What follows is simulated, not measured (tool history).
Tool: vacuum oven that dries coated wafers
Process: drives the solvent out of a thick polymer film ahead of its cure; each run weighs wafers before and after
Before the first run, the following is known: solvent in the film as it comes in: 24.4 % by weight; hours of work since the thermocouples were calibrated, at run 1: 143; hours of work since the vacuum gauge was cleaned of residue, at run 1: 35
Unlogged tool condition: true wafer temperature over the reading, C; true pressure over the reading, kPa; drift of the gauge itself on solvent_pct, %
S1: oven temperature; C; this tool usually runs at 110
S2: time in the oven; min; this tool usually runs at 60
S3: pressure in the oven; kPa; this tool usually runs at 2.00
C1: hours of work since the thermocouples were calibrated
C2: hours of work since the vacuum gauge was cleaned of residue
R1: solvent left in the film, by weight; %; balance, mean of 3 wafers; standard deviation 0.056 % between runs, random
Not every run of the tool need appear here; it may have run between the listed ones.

| run | day | S1 | S2 | S3 | C1 | C2 | R1 |
|---|---|---|---|---|---|---|---|
| 1 | 0.000 | 110 | 60 | 2.00 | 143 | 35 | 2.56 |
| 2 | 0.233 | 119 | 60 | 2.00 | 147 | 39 | 1.44 |
| 3 | 0.575 | 119 | 60 | 2.00 | 152 | 44 | 1.59 |
| 4 | 0.971 | 119 | 60 | 2.00 | 158 | 50 | 1.57 |
| 5 | 1.200 | 119 | 60 | 2.00 | 161 | 53 | 1.54 |
| 6 | 1.458 | 110 | 60 | 3.05 | 165 | 57 | 3.70 |
| 7 | 1.762 | 105 | 60 | 1.68 | 169 | 62 | 3.29 |
| 8 | 2.196 | 105 | 60 | 1.68 | 176 | 68 | 3.15 |
| 9 | 2.704 | 110 | 60 | 1.72 | 183 | 76 | 2.46 |
| 10 | 3.125 | 110 | 60 | 1.72 | 190 | 82 | 2.37 |
| 11 | 3.621 | 110 | 32 | 1.30 | 197 | 89 | 4.40 |
| 12 | 3.867 | 125 | 60 | 1.75 | 201 | 93 | 1.16 |

Forecast each of these 5 alternatives for the next run:
| A | 4.225 | 114 | 68 | 1.75 | 206 | 98 | ? |
| B | 4.225 | 101 | 45 | 5.27 | 206 | 98 | ? |
| C | 4.225 | 102 | 48 | 2.94 | 206 | 98 | ? |
| D | 4.225 | 97 | 43 | 2.10 | 206 | 98 | ? |
| E | 4.225 | 118 | 34 | 1.35 | 206 | 98 | ? |

| run | R1 |
|---|---|
| A | 1.64 |
| B | 9.80 |
| C | 6.55 |
| D | 7.98 |
| E | 2.35 |
Take away the tool's hidden state, keep each run's random variation, and the runs would have read:
| run | R1 |
|---|---|
| A | 1.54 |
| B | 9.49 |
| C | 6.29 |
| D | 7.69 |
| E | 2.21 |
